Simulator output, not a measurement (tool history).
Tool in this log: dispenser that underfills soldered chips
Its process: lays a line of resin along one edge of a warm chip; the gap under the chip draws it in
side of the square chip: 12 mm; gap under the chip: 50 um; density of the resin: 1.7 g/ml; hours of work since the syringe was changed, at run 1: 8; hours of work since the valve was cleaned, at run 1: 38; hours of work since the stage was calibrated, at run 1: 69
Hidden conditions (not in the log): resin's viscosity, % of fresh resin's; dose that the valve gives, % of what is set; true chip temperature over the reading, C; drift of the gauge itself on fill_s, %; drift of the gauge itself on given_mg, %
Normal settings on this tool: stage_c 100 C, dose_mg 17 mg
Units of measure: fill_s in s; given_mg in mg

run,day,stage_c,dose_mg,hours of work since the syringe was changed,hours of work since the valve was cleaned,hours of work since the stage was calibrated,fill_s,given_mg
1,0,100,17,8,38,69,232.1,16.58
# day 0.029: new syringe of resin
2,0.179,100,16.6,2,41,71,187.8,16.26
3,0.338,100,16.6,5,43,74,207,16.2
# day 0.575: new syringe of resin
4,0.575,94,17,0,47,77,207.6,16.41
5,0.825,94,17,4,51,81,240.1,16.52
6,0.958,100,15.1,6,53,83,218.2,14.59
# day 1.129: new syringe of resin
7,1.154,100,15.1,0,55,86,183.2,14.68
8,1.408,100,17,4,59,90,198.7,16.44
# day 1.683: new syringe of resin
9,1.688,100,17,0,63,94,170.7,16.52
10,1.946,100,17,4,67,98,203,16.41
11,2.138,100,21.2,7,70,101,211.2,20.29
# day 2.238: new syringe of resin
12,2.362,100,21.2,2,74,104,170.9,20.53
13,2.604,108,21.2,6,77,108,149.6,20.31
# day 2.796: new syringe of resin
14,2.821,108,21.2,0,80,111,130.5,20.2
15,2.954,100,17,2,82,113,185.4,16.33
16,3.138,111,17,5,85,116,139.5,16.24
# day 3.346: new syringe of resin
17,3.4,91,17,1,89,120,246,16.26
18,3.521,91,17,3,91,121,263.7,16.17
19,3.725,91,17,6,94,124,287.9,16.12
# day 3.912: new syringe of resin
20,3.975,102,17,1,98,128,160.7,16.11
21,4.179,87,22,4,101,131,298.6,20.98
22,4.367,87,22,7,104,134,336.8,20.93
# day 4.467: new syringe of resin
23,4.588,87,22,2,107,137,283.3,20.74
24,4.779,90,21.5,5,110,140,280.8,20.23
# day 4.962: dispensing valve cleaned and set on the balance
25,5.021,90,21.5,8,1,143,311.8,21.4
# day 5.071: new syringe of resin
26,5.183,91,18.9,2,3,146,244.1,18.99
27,5.329,91,18.9,4,5,148,263.3,19
28,5.571,91,18.9,8,9,151,299.1,18.81
# day 5.617: new syringe of resin
29,5.704,91,18.9,1,11,153,237.6,18.76
30,5.862,115,14.8,4,13,156,120.9,14.8
31,6.038,115,14.8,6,16,158,129.3,14.73
# day 6.167: new syringe of resin
32,6.312,89,17.4,2,20,162,269.8,17.31
33,6.529,92,20.3,6,23,166,260.2,20.09
34,6.683,93,14.5,8,26,168,304.9,14.26
# day 6.721: new syringe of resin
35,6.846,114,21.3,2,28,170,107.9,20.93
36,7.083,100,18.6,6,32,174,197.9,18.42

4 ways to go on from here, each from the tool as it stands after run 36. What would each give?
# day 7.275: new syringe of resin
A,7.362,102,19.1,1,36,178,?,?
# day 7.275: new syringe of resin
B,7.362,89,18.2,1,36,178,?,?
# day 7.275: new syringe of resin
C,7.362,90,18.6,1,36,178,?,?
# day 7.275: new syringe of resin
D,7.362,111,16.2,1,36,178,?,?

run,fill_s,given_mg
A,162.3,18.89
B,260.6,17.77
C,247.8,18.3
D,122.9,15.84
Without the tool's unlogged condition, the same runs would have read:
run,fill_s,given_mg
A,159,19.21
B,255.7,18.07
C,243.2,18.61
D,119.9,16.1
